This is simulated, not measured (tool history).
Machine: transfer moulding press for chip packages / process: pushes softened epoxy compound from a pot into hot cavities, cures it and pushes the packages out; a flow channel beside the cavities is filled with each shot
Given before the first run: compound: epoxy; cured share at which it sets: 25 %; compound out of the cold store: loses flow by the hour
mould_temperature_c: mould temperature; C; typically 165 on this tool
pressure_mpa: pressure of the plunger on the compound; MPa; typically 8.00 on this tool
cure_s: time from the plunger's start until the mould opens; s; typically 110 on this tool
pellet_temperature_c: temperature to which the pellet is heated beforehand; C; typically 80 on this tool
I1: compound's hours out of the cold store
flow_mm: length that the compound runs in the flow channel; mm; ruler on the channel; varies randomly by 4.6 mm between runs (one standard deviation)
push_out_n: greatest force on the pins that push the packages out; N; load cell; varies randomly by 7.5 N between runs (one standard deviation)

{"run": 1, "hour": 0.0, "mould_temperature_c": 165, "pressure_mpa": 8.0, "cure_s": 110, "pellet_temperature_c": 80, "I1": 18.3, "flow_mm": 832, "push_out_n": 425}
{"run": 2, "hour": 23.9, "mould_temperature_c": 165, "pressure_mpa": 8.0, "cure_s": 110, "pellet_temperature_c": 80, "I1": 26.5, "flow_mm": 774, "push_out_n": 453}
{"run": 3, "hour": 46.3, "mould_temperature_c": 165, "pressure_mpa": 8.0, "cure_s": 110, "pellet_temperature_c": 80, "I1": 12.1, "flow_mm": 868, "push_out_n": 392}
{"run": 4, "hour": 66.9, "mould_temperature_c": 165, "pressure_mpa": 8.0, "cure_s": 110, "pellet_temperature_c": 80, "I1": 21.6, "flow_mm": 807, "push_out_n": 397}
{"run": 5, "hour": 92.8, "mould_temperature_c": 165, "pressure_mpa": 8.0, "cure_s": 110, "pellet_temperature_c": 89, "I1": 30.0, "flow_mm": 759, "push_out_n": 402}
{"run": 6, "hour": 106.7, "mould_temperature_c": 165, "pressure_mpa": 8.0, "cure_s": 110, "pellet_temperature_c": 80, "I1": 29.9, "flow_mm": 752, "push_out_n": 427}
{"run": 7, "hour": 134.3, "mould_temperature_c": 165, "pressure_mpa": 8.0, "cure_s": 110, "pellet_temperature_c": 80, "I1": 33.3, "flow_mm": 732, "push_out_n": 343}
{"run": 8, "hour": 148.8, "mould_temperature_c": 165, "pressure_mpa": 8.0, "cure_s": 110, "pellet_temperature_c": 80, "I1": 25.7, "flow_mm": 775, "push_out_n": 377}
{"run": 9, "hour": 166.1, "mould_temperature_c": 165, "pressure_mpa": 8.0, "cure_s": 110, "pellet_temperature_c": 80, "I1": 46.6, "flow_mm": 661, "push_out_n": 379}
{"run": 10, "hour": 189.1, "mould_temperature_c": 165, "pressure_mpa": 8.0, "cure_s": 115, "pellet_temperature_c": 80, "I1": 14.7, "flow_mm": 827, "push_out_n": 422}
{"run": 11, "hour": 206.0, "mould_temperature_c": 158, "pressure_mpa": 8.99, "cure_s": 102, "pellet_temperature_c": 77, "I1": 33.9, "flow_mm": 775, "push_out_n": 715}
{"run": 12, "hour": 233.0, "mould_temperature_c": 158, "pressure_mpa": 8.99, "cure_s": 102, "pellet_temperature_c": 77, "I1": 28.8, "flow_mm": 816, "push_out_n": 612}
{"run": 13, "hour": 250.4, "mould_temperature_c": 165, "pressure_mpa": 8.04, "cure_s": 110, "pellet_temperature_c": 80, "I1": 34.9, "flow_mm": 720, "push_out_n": 378}
{"run": 14, "hour": 267.2, "mould_temperature_c": 171, "pressure_mpa": 7.25, "cure_s": 122, "pellet_temperature_c": 80, "I1": 25.9, "flow_mm": 709, "push_out_n": 339}
{"run": 15, "hour": 279.1, "mould_temperature_c": 171, "pressure_mpa": 6.45, "cure_s": 122, "pellet_temperature_c": 80, "I1": 23.6, "flow_mm": 681, "push_out_n": 343}
{"run": 16, "hour": 303.6, "mould_temperature_c": 171, "pressure_mpa": 6.45, "cure_s": 122, "pellet_temperature_c": 80, "I1": 11.0, "flow_mm": 741, "push_out_n": 387}
{"run": 17, "hour": 331.0, "mould_temperature_c": 171, "pressure_mpa": 6.45, "cure_s": 122, "pellet_temperature_c": 80, "I1": 29.0, "flow_mm": 654, "push_out_n": 312}
{"run": 18, "hour": 346.0, "mould_temperature_c": 171, "pressure_mpa": 6.45, "cure_s": 122, "pellet_temperature_c": 80, "I1": 38.5, "flow_mm": 608, "push_out_n": 342}
{"run": 19, "hour": 373.8, "mould_temperature_c": 171, "pressure_mpa": 6.45, "cure_s": 122, "pellet_temperature_c": 80, "I1": 28.4, "flow_mm": 648, "push_out_n": 355}

Not shown: 4 entries that the log had between the listed runs. Between which runs, and how does the tool's hidden state differ before and after?
Logged between run 2 and run 3: cavities cleaned with cleaning compound and waxed (hour 30.8)
  true mould temperature over the reading, C: -0.23 -> -0.24; pressure that reaches the compound, % of what is set: 94.35 -> 93.73; grip of the stained cavities, % over clean ones': 32.4 -> 9.7
  difference, measured minus the result without the unlogged condition, flow_mm: -23 -> -28 mm; push_out_n: +111 -> +37 N
Logged between run 6 and run 7: cavities cleaned with cleaning compound and waxed (hour 124.5)
  true mould temperature over the reading, C: -0.28 -> -0.29; pressure that reaches the compound, % of what is set: 92.19 -> 91.51; grip of the stained cavities, % over clean ones': 29.7 -> 5.7
  difference, measured minus the result without the unlogged condition, flow_mm: -31 -> -32 mm; push_out_n: +102 -> +22 N
Logged between run 11 and run 12: cavities cleaned with cleaning compound and waxed (hour 219.3)
  true mould temperature over the reading, C: -0.34 -> -0.35; pressure that reaches the compound, % of what is set: 89.64 -> 89.02; grip of the stained cavities, % over clean ones': 31.1 -> 7.6
  difference, measured minus the result without the unlogged condition, flow_mm: -43 -> -48 mm; push_out_n: +180 -> +57 N
Logged between run 16 and run 17: cavities cleaned with cleaning compound and waxed (hour 312.7)
  true mould temperature over the reading, C: -0.39 -> -0.4; pressure that reaches the compound, % of what is set: 87.29 -> 86.63; grip of the stained cavities, % over clean ones': 32.1 -> 10.4
  difference, measured minus the result without the unlogged condition, flow_mm: -52 -> -48 mm; push_out_n: +94 -> +30 N

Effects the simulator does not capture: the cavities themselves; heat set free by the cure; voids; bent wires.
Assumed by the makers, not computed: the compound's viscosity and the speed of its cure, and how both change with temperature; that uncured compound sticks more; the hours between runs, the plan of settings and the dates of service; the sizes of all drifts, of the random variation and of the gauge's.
